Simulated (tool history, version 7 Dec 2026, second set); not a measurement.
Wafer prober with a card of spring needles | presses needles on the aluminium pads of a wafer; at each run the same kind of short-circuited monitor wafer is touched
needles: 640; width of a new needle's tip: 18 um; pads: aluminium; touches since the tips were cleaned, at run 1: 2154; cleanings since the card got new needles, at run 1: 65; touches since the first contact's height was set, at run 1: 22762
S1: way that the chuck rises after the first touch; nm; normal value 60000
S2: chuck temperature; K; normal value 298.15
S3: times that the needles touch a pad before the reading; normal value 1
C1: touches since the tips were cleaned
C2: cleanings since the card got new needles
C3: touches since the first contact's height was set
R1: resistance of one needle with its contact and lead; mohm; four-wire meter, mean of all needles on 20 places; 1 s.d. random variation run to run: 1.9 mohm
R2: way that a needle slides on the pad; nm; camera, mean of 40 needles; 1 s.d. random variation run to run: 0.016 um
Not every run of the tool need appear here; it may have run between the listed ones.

Run 1, hour 0.0: usual settings; C1 2154; C2 65; C3 22762. Result: R1 250 mohm, R2 13060 nm.
At hour 29.0: tips cleaned on abrasive film.
At hour 69.0: tips cleaned on abrasive film.
Run 2, hour 77.2: usual settings but S2 346.15 K; C1 1533; C2 67; C3 37073. Result: R1 254 mohm, R2 13050 nm.
At hour 110.2: tips cleaned on abrasive film.
Run 3, hour 129.9: usual settings but S2 345.15 K; C1 3660; C2 68; C3 46833. Result: R1 279 mohm, R2 13020 nm.
At hour 152.3: tips cleaned on abrasive film.
Run 4, hour 165.8: usual settings but S2 345.15 K; C1 2512; C2 69; C3 53485. Result: R1 272 mohm, R2 12990 nm.
At hour 190.9: tips cleaned on abrasive film.
Run 5, hour 204.0: usual settings but S2 345.15 K; C1 2424; C2 70; C3 60554. Result: R1 271 mohm, R2 13000 nm.
At hour 229.1: tips cleaned on abrasive film.
Run 6, hour 248.5: usual settings but S1 45000 nm, S2 345.15 K; C1 3593; C2 71; C3 68805. Result: R1 337 mohm, R2 9690 nm.
At hour 269.4: tips cleaned on abrasive film.
Run 7, hour 301.0: usual settings but S1 45000 nm, S2 345.15 K; C1 5862; C2 72; C3 78542. Result: R1 365 mohm, R2 9660 nm.
At hour 306.8: tips cleaned on abrasive film.
At hour 344.8: tips cleaned on abrasive film.
Run 8, hour 345.7: usual settings but S1 45000 nm, S2 345.15 K; C1 181; C2 74; C3 86818. Result: R1 246 mohm, R2 9630 nm.
At hour 384.9: tips cleaned on abrasive film, once more.
Run 9, hour 411.1: usual settings but S1 45000 nm, S2 345.15 K; C1 4854; C2 75; C3 98931. Result: R1 362 mohm, R2 9650 nm.
At hour 427.8: tips cleaned on abrasive film.
Run 10, hour 450.3: usual settings but S1 45000 nm, S2 345.15 K; C1 4195; C2 76; C3 106210. Result: R1 349 mohm, R2 9620 nm.
At hour 468.3: tips cleaned on abrasive film.
Run 11, hour 498.2: usual settings but S1 65000 nm; C1 5556; C2 77; C3 115080. Result: R1 277 mohm, R2 13970 nm.
At hour 512.4: tips cleaned on abrasive film.
Run 12, hour 536.2: usual settings but S3 2; C1 4421; C2 78; C3 122122. Result: R1 255 mohm, R2 12850 nm.
At hour 552.7: tips cleaned on abrasive film.
Run 13, hour 579.7: usual settings but S3 2; C1 5025; C2 79; C3 130186. Result: R1 257 mohm, R2 12840 nm.
At hour 590.0: tips cleaned on abrasive film.
At hour 629.0: tips cleaned on abrasive film.
Run 14, hour 653.7: usual settings but S3 2; C1 4583; C2 81; C3 143887. Result: R1 253 mohm, R2 12810 nm.
At hour 669.2: tips cleaned on abrasive film.
At hour 708.2: tips cleaned on abrasive film.
Run 15, hour 727.9: usual settings but S3 2; C1 3671; C2 83; C3 157643. Result: R1 253 mohm, R2 12780 nm.
At hour 746.4: tips cleaned on abrasive film.
At hour 786.8: tips cleaned on abrasive film.
At hour 807.6: height of the first contact set anew.
Run 16, hour 808.0: usual settings but S3 2; C1 3896; C2 85; C3 75. Result: R1 247 mohm, R2 13090 nm.
At hour 825.6: tips cleaned on abrasive film.
Run 17, hour 849.1: usual settings but S2 334.15 K, S3 3; C1 4357; C2 86; C3 7678. Result: R1 239 mohm, R2 13090 nm.
At hour 865.6: tips cleaned on abrasive film.
At hour 903.1: tips cleaned on abrasive film.
Run 18, hour 926.6: usual settings but S1 51000 nm, S2 301.15 K; C1 4382; C2 88; C3 22054. Result: R1 317 mohm, R2 11090 nm.
At hour 945.1: tips cleaned on abrasive film.
At hour 984.3: tips cleaned on abrasive film.
Run 19, hour 989.5: usual settings but S2 375.15 K, S3 2; C1 971; C2 90; C3 33698. Result: R1 239 mohm, R2 13030 nm.
At hour 1022.3: tips cleaned on abrasive film.
At hour 1059.6: tips cleaned on abrasive film.
Run 20, hour 1064.2: usual settings but S2 385.15 K; C1 858; C2 92; C3 47526. Result: R1 249 mohm, R2 13000 nm.
At hour 1096.8: tips cleaned on abrasive film.
Run 21, hour 1130.8: usual settings but S2 372.15 K; C1 6329; C2 93; C3 59891. Result: R1 308 mohm, R2 12990 nm.
At hour 1135.2: tips cleaned on abrasive film.
At hour 1177.7: tips cleaned on abrasive film.
Run 22, hour 1177.7: usual settings but S2 372.15 K, S3 2; C1 0; C2 95; C3 68559. Result: R1 222 mohm, R2 12920 nm.
At hour 1221.3: tips cleaned on abrasive film.
Run 23, hour 1252.1: usual settings but S1 69000 nm, S2 314.15 K, S3 2; C1 5734; C2 96; C3 82365. Result: R1 244 mohm, R2 14910 nm.
At hour 1261.2: tips cleaned on abrasive film.
Run 24, hour 1288.3: usual settings but S1 69000 nm, S2 314.15 K, S3 2; C1 5031; C2 97; C3 89070. Result: R1 243 mohm, R2 14890 nm.
At hour 1301.1: tips cleaned on abrasive film.
Run 25, hour 1321.6: usual settings but S1 69000 nm, S2 313.15 K, S3 2; C1 3812; C2 98; C3 95232. Result: R1 240 mohm, R2 14880 nm.
At hour 1339.3: tips cleaned on abrasive film.
At hour 1376.6: tips cleaned on abrasive film.
Run 26, hour 1386.8: usual settings but S2 381.15 K; C1 1893; C2 100; C3 107306. Result: R1 273 mohm, R2 12850 nm.
At hour 1415.0: tips cleaned on abrasive film.
Run 27, hour 1428.5: usual settings but S1 76000 nm, S3 3; C1 2502; C2 101; C3 115036. Result: R1 214 mohm, R2 16350 nm.
At hour 1454.5: tips cleaned on abrasive film.
Run 28, hour 1468.0: usual settings but S1 76000 nm, S3 3; C1 2521; C2 102; C3 122359. Result: R1 212 mohm, R2 16330 nm.
At hour 1491.7: tips cleaned on abrasive film.
At hour 1532.1: tips cleaned on abrasive film.
Run 29, hour 1544.8: usual settings but S1 76000 nm, S3 3; C1 2373; C2 104; C3 136588. Result: R1 216 mohm, R2 16290 nm.
At hour 1575.1: tips cleaned on abrasive film.
Run 30, hour 1579.3: usual settings but S1 76000 nm, S3 3; C1 790; C2 105; C3 142975. Result: R1 206 mohm, R2 16280 nm.
At hour 1614.5: tips cleaned on abrasive film.
Run 31, hour 1623.1: usual settings but S1 53000 nm, S2 360.15 K; C1 1602; C2 106; C3 151086. Result: R1 278 mohm, R2 11250 nm.

3 options for the next run, each taken on its own from the tool as it stands now. Forecast them:
At hour 1653.5: tips cleaned on abrasive film.
Run A, hour 1664.7: usual settings but S1 53000 nm, S2 307.15 K; C1 2090; C2 107; C3 158804. Result: R1 ?, R2 ?.
At hour 1653.5: tips cleaned on abrasive film.
Run B, hour 1664.7: usual settings but S1 76000 nm, S2 314.15 K, S3 2; C1 2090; C2 107; C3 158804. Result: R1 ?, R2 ?.
At hour 1653.5: tips cleaned on abrasive film.
Run C, hour 1664.7: usual settings but S1 53000 nm, S2 360.15 K, S3 2; C1 2090; C2 107; C3 158804. Result: R1 ?, R2 ?.

run   R1     R2
  A  282  11230
  B  226  16300
  C  258  11250
Without the tool's unlogged condition, the same runs would have read:
run   R1     R2
  A  199  11580
  B  200  16660
  C  211  11600
